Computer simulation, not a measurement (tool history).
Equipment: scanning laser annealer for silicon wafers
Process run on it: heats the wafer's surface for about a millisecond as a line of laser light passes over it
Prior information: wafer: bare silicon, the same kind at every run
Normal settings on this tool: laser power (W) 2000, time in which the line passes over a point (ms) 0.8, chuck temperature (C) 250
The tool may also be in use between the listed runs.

run	hour	laser power (W)	time in which the line passes over a point (ms)	chuck temperature (C)	highest temperature of the surface (C)
1	0	2000	0.8	250	1025
2	8.7	2000	0.8	250	1023
3	16.8	2000	0.8	250	1024
4	24.3	2000	0.8	250	1020
5	30.1	2000	0.8	250	1025
6	39.9	2000	0.8	250	1025
7	44.9	2000	0.8	250	1023
8	51.2	2000	0.8	250	1023
9	60.6	2000	0.8	250	1021
10	70.4	2000	0.8	250	1022
11	79.6	2000	0.8	250	1019
12	89.8	1962	0.8	250	1008
13	98	1962	0.8	250	1000
14	108.2	1962	0.8	250	1000
15	118.3	1804	0.613	254	861
16	125.2	1896	0.8	250	975
17	134.4	2068	0.8	247	1045
18	142.2	1868	0.651	274	921
19	148.5	1974	0.885	274	1069
20	157.3	1974	0.885	274	1068
21	162.8	1974	0.885	227	1017
22	168.6	1884	0.8	241	961
23	173.8	1884	0.8	241	960
24	180.5	2000	0.8	234	1003
25	190.1	2025	0.574	250	913
26	201.2	1930	0.664	281	956
27	206.4	1930	0.664	281	954
28	217.2	2000	0.8	224	990

Forecast each of these 5 alternatives for the next run:
A	226.6	2187	0.721	228	?
B	226.6	2000	0.603	224	?
C	226.6	2006	0.625	224	?
D	226.6	2007	0.919	242	?
E	226.6	1798	0.8	255	?

run	highest temperature of the surface (C)
A	1033
B	894
C	907
D	1064
E	935
Stripped of hidden state, with their random variation kept, the same runs would have yielded:
run	highest temperature of the surface (C)
A	1059
B	916
C	929
D	1090
E	957

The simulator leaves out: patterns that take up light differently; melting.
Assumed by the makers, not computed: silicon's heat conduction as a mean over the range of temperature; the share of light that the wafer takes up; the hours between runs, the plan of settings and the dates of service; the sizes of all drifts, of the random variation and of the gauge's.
